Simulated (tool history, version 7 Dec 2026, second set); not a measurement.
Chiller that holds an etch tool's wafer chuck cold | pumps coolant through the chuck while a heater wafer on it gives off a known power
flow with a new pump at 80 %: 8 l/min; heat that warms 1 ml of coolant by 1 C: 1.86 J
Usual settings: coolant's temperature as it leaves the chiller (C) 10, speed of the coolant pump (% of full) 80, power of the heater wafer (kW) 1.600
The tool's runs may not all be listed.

run	hour	coolant's temperature as it leaves the chiller (C)	speed of the coolant pump (% of full)	power of the heater wafer (kW)	chuck's temperature once it has settled (C)	how much warmer the coolant comes back (C)
1	0.0	10	80	1.600	28.4	6.43
2	21.9	10	80	1.600	28.3	6.45
3	49.6	10	80	1.600	28.4	6.44
4	66.6	10	80	1.600	28.4	6.44
5	85.6	10	80	1.600	28.3	6.38
6	102.6	10	80	1.600	28.5	6.43
7	138.5	10	80	1.600	28.5	6.40
8	159.6	10	80	1.600	28.4	6.44
9	176.2	10	80	1.600	28.6	6.45
10	209.3	10	80	1.600	28.5	6.54
11	228.2	10	80	1.600	28.5	6.50
12	248.3	10	93	1.600	27.0	5.49
13	282.3	1	80	1.600	19.5	6.44
14	302.6	1	80	1.600	19.4	6.42
15	329.5	1	80	1.600	19.6	6.44
16	366.8	1	80	1.600	19.5	6.44
17	384.1	1	80	1.600	19.7	6.45
18	422.1	1	80	1.600	19.5	6.45
19	441.1	2	66	2.233	30.7	11.03
20	477.0	15	80	1.771	35.2	7.20
21	512.0	12	80	0.840	21.7	3.37
22	540.2	7	70	0.833	17.3	3.82
23	570.2	5	80	0.849	14.9	3.43
24	604.6	10	67	0.849	20.9	4.14
25	624.8	3	68	0.880	14.2	4.18
26	663.5	3	68	1.087	16.9	5.16
27	699.6	16	65	1.192	31.5	6.00
28	721.9	16	88	1.192	29.0	4.34
29	751.9	7	80	1.150	20.3	4.64
30	784.2	7	64	1.736	29.8	8.80
31	808.9	7	64	1.736	29.7	8.88

Forecast each of these 5 alternatives for the next run:
A	840.6	1	75	0.825	?	?
B	840.6	7	77	1.736	?	?
C	840.6	4	69	1.736	?	?
D	840.6	10	85	1.108	?	?
E	840.6	12	64	0.884	?	?

run	chuck's temperature once it has settled (C)	how much warmer the coolant comes back (C)
A	11.0	3.54
B	27.5	7.18
C	25.8	8.21
D	22.3	4.17
E	23.6	4.53
Without the tool's hidden state the same runs would have given:
run	chuck's temperature once it has settled (C)	how much warmer the coolant comes back (C)
A	11.0	3.54
B	27.4	7.17
C	25.7	8.21
D	22.3	4.16
E	23.6	4.53
